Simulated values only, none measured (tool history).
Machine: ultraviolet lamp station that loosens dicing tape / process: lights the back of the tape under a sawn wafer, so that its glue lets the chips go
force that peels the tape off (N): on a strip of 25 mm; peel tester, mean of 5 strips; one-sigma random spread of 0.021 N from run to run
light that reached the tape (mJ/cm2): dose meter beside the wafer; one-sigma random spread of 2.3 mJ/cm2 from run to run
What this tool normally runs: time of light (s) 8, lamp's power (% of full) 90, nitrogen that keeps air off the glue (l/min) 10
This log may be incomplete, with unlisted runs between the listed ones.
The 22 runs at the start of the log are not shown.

run   hour  time of light (s)  lamp's power (% of full)  nitrogen that keeps air off the glue (l/min)  force that peels the tape off (N)  light that reached the tape (mJ/cm2)
 23  530.6                 15                        66                                             3                              1.793                                   254
 24  550.9                 14                        75                                             8                              0.937                                   268
 25  566.5                 11                        94                                             3                              1.609                                   269
 26  587.8                 11                        94                                             3                              1.741                                   261
 27  612.0                 11                        94                                             3                              1.725                                   256
 28  637.2                 11                        94                                             3                              1.713                                   257
     647.6  -- window cleaned of glue's vapour
 29  662.7                  8                        90                                            18                              1.293                                   188
 30  696.1                  9                        76                                             8                              1.956                                   180
 31  724.1                  8                        94                                            12                              1.432                                   195
 32  742.6                  8                        94                                            12                              1.428                                   193
 33  767.3                 11                        82                                            10                              1.106                                   227
 34  796.9                  4                        74                                            10                              5.244                                    77
 35  816.1                  4                        94                                            19                              3.594                                    94
 36  849.8                  9                        90                                             5                              2.030                                   199
 37  870.7                  9                        90                                             5                              2.106                                   202
 38  885.6                  9                        90                                             5                              2.048                                   195
 39  919.6                 15                        85                                            10                              0.584                                   308
 40  934.4                 13                        63                                             5                              2.060                                   196
 41  964.8                 13                        63                                             5                              2.167                                   194
 42  997.9                 13                        84                                             5                              1.285                                   257

Here are 3 independent what-if runs from the current tool condition. What would each one return?
     1009.5  -- window cleaned of glue's vapour
  A  1021.7                  4                        84                                            14                                  ?                                     ?
     1009.5  -- window cleaned of glue's vapour
  B  1021.7                  5                        90                                            10                                  ?                                     ?
     1009.5  -- window cleaned of glue's vapour
  C  1021.7                 13                        84                                             5                                  ?                                     ?

run  force that peels the tape off (N)  light that reached the tape (mJ/cm2)
  A                              4.352                                    86
  B                              3.443                                   115
  C                              1.118                                   278
Take away the tool's hidden state, keep each run's random variation, and the runs would have read:
run  force that peels the tape off (N)  light that reached the tape (mJ/cm2)
  A                              3.166                                   114
  B                              2.337                                   153
  C                              0.608                                   371
